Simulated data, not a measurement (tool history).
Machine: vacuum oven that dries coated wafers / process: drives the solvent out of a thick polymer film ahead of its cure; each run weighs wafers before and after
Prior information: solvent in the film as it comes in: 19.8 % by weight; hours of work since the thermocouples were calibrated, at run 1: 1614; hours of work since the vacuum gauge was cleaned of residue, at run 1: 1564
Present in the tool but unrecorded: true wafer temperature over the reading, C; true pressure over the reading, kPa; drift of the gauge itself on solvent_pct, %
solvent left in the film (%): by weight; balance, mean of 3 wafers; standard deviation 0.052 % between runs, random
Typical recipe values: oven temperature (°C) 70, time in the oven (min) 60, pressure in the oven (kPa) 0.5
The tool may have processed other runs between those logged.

run	hour	oven temperature (°C)	time in the oven (min)	pressure in the oven (kPa)	hours of work since the thermocouples were calibrated	hours of work since the vacuum gauge was cleaned of residue	solvent left in the film (%)
1	0	70	60	0.5	1614	1564	1.59
2	42.4	70	60	0.5	1640	1590	1.77
# hour 74.7: oven's thermocouples calibrated
3	102	70	60	1.406	17	1625	1.63
4	159.3	70	60	1.406	52	1661	1.69
5	200.6	70	60	0.465	78	1686	1.28
# hour 211.2: vacuum gauge cleaned of residue and calibrated
6	242.9	70	60	0.465	103	20	1.22
7	312.8	70	60	0.465	146	63	1.15
8	352.7	70	60	0.465	171	87	1.2
9	417.1	70	60	0.916	210	127	1.42
10	487.5	70	60	0.845	254	171	1.41
11	544.8	70	60	0.845	289	206	1.35
12	616.3	70	60	0.314	333	250	1.13
13	669.7	70	60	0.314	366	283	1.21
14	700	70	60	0.5	385	302	1.25
15	744.3	70	80	0.5	413	329	0.62
16	801.3	70	80	0.5	448	364	0.72
17	860.3	70	80	0.5	484	401	0.7
18	899.8	70	49	0.5	509	425	1.95
19	932.7	70	49	0.274	529	445	1.9
20	968	81	60	0.5	551	467	0.32
21	997.9	81	60	0.5	569	486	0.28
22	1038.7	81	60	0.5	594	511	0.28
23	1077.2	66	60	0.5	618	535	2.15
24	1109.8	66	60	0.5	638	555	2.08
25	1140.4	69	64	1.527	657	574	1.78
26	1197.2	69	64	1.527	692	609	1.7
27	1261.1	82	73	0.5	732	648	0.12
28	1293.7	64	90	0.545	752	668	1.19
29	1346.9	64	90	0.545	785	701	1.31
30	1405	58	60	0.5	820	737	4.42
31	1457.3	62	58	0.841	853	769	3.52
32	1526.6	60	42	0.867	895	812	5.99
33	1592.2	60	42	0.867	936	853	6.07
34	1633	60	42	0.867	961	878	6.1
35	1662.8	70	43	0.285	980	896	2.61
36	1730.8	70	60	1.453	1022	938	1.79
37	1776.7	67	60	0.471	1050	967	2.05
38	1847.2	68	60	0.5	1093	1010	1.83
39	1904.9	63	92	0.692	1129	1046	1.57
40	1951.8	67	40	1.816	1158	1075	4.37
41	2010.1	67	40	1.816	1194	1111	4.52
42	2055.4	57	60	0.496	1222	1139	4.87
43	2127.7	57	60	0.496	1267	1183	5.04
44	2157.9	83	58	0.5	1285	1202	0.24
45	2225.6	82	58	1.05	1327	1244	0.48
46	2260.3	70	83	0.592	1349	1265	0.82

Selected run-to-run steps in solvent left in the film (%), each split into two signed amounts: the part the tool would show with no hidden state at all (from settings, incoming material and random variation), and the remainder, which goes to the hidden state together with any gauge scatter not common to the measured and the hidden-state-free results:
Run 2 -> 3: pressure in the oven (kPa) 0.5 -> 1.406, oven's thermocouples calibrated. solvent left in the film (%) -0.14: hidden state -0.41, all else +0.27.
Run 5 -> 6: vacuum gauge cleaned of residue and calibrated. solvent left in the film (%) -0.06: hidden state -0.16, all else +0.1.
Run 29 -> 30: oven temperature (°C) 64 -> 58, time in the oven (min) 90 -> 60, pressure in the oven (kPa) 0.545 -> 0.5. solvent left in the film (%) +3.11: hidden state +0.08, all else +3.03.
Run 34 -> 35: oven temperature (°C) 60 -> 70, time in the oven (min) 42 -> 43, pressure in the oven (kPa) 0.867 -> 0.285. solvent left in the film (%) -3.49: hidden state -0.07, all else -3.42.
Run 43 -> 44: oven temperature (°C) 57 -> 83, time in the oven (min) 60 -> 58, pressure in the oven (kPa) 0.496 -> 0.5. solvent left in the film (%) -4.8: hidden state -0.38, all else -4.42.

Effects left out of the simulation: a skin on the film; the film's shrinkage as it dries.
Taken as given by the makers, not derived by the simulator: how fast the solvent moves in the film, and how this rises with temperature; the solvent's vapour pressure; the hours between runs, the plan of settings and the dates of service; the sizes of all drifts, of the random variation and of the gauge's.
